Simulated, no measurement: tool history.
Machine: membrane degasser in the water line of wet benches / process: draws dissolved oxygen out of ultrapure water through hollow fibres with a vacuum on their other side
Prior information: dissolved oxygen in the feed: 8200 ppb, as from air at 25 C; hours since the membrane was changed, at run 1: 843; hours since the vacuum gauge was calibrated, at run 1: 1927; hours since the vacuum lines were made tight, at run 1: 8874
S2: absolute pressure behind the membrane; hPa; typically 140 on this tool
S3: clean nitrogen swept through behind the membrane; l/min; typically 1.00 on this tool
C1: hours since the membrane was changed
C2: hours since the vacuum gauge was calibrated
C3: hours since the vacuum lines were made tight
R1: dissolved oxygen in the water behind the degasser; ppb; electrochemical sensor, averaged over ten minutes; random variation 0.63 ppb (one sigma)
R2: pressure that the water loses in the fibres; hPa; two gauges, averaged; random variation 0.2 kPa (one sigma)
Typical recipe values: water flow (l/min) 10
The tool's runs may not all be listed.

run 1 hour=0.0 | water_flow_(l/min)=10 S2=140 S3=1.00 | C1=843 C2=1927 C3=8874 | R1=257.7 R2=432.7
run 2 hour=80.4 | water_flow_(l/min)=10 S2=140 S3=1.00 | C1=923 C2=2008 C3=8955 | R1=258.3 R2=435.4
run 3 hour=116.1 | water_flow_(l/min)=10 S2=140 S3=1.00 | C1=959 C2=2043 C3=8990 | R1=258.0 R2=437.2
run 4 hour=186.3 | water_flow_(l/min)=10 S2=140 S3=1.00 | C1=1029 C2=2113 C3=9061 | R1=257.8 R2=434.7
run 5 hour=234.5 | water_flow_(l/min)=10 S2=105 S3=1.00 | C1=1077 C2=2162 C3=9109 | R1=177.5 R2=431.2
run 6 hour=322.3 | water_flow_(l/min)=10 S2=105 S3=1.00 | C1=1165 C2=2249 C3=9197 | R1=177.9 R2=435.0
run 7 hour=358.1 | water_flow_(l/min)=10 S2=105 S3=1.00 | C1=1201 C2=2285 C3=9232 | R1=178.1 R2=435.4
run 8 hour=433.2 | water_flow_(l/min)=10 S2=105 S3=1.00 | C1=1276 C2=2360 C3=9308 | R1=178.4 R2=429.2
run 9 hour=505.8 | water_flow_(l/min)=10 S2=161 S3=1.00 | C1=1349 C2=2433 C3=9380 | R1=306.4 R2=433.5
run 10 hour=578.6 | water_flow_(l/min)=10 S2=161 S3=1.00 | C1=1421 C2=2506 C3=9453 | R1=307.1 R2=433.6
run 11 hour=626.4 | water_flow_(l/min)=7 S2=313 S3=0.90 | C1=1469 C2=2554 C3=9501 | R1=512.9 R2=302.7
run 12 hour=688.0 | water_flow_(l/min)=7 S2=313 S3=0.90 | C1=1531 C2=2615 C3=9562 | R1=514.6 R2=305.1
run 13 hour=752.1 | water_flow_(l/min)=7 S2=313 S3=0.90 | C1=1595 C2=2679 C3=9626 | R1=515.6 R2=305.2
run 14 hour=819.8 | water_flow_(l/min)=6 S2=313 S3=0.95 | C1=1663 C2=2747 C3=9694 | R1=429.8 R2=257.4
run 15 hour=880.0 | water_flow_(l/min)=6 S2=313 S3=0.95 | C1=1723 C2=2807 C3=9754 | R1=430.1 R2=259.8
run 16 hour=949.2 | water_flow_(l/min)=7 S2=87 S3=1.00 | C1=1792 C2=2876 C3=9824 | R1=98.2 R2=304.6
run 17 hour=1012.6 | water_flow_(l/min)=7 S2=87 S3=1.00 | C1=1855 C2=2940 C3=9887 | R1=98.2 R2=304.8
run 18 hour=1057.1 | water_flow_(l/min)=7 S2=87 S3=2.78 | C1=1900 C2=2984 C3=9932 | R1=37.4 R2=304.7
run 19 hour=1108.2 | water_flow_(l/min)=7 S2=87 S3=2.78 | C1=1951 C2=3035 C3=9983 | R1=37.5 R2=306.1
-- hour=1116.3 vacuum gauge calibrated
run 20 hour=1184.5 | water_flow_(l/min)=10 S2=88 S3=1.00 | C1=2027 C2=68 C3=10058 | R1=138.8 R2=436.9

Predict each of these 3 candidate next runs independently; none follows another, all start after run 20:
run A hour=1231.4 | water_flow_(l/min)=10 S2=186 S3=1.00 | C1=2074 C2=115 C3=10105 | R1=? R2=?
run B hour=1231.4 | water_flow_(l/min)=10 S2=229 S3=2.69 | C1=2074 C2=115 C3=10105 | R1=? R2=?
run C hour=1231.4 | water_flow_(l/min)=15 S2=306 S3=1.00 | C1=2074 C2=115 C3=10105 | R1=? R2=?

run=A R1=363.9 R2=434.8
run=B R1=183.9 R2=438.6
run=C R1=877.5 R2=653.1
With no hidden state in the tool, these same runs would have given:
run=A R1=354.0 R2=431.5
run=B R1=178.3 R2=435.2
run=C R1=863.8 R2=648.1
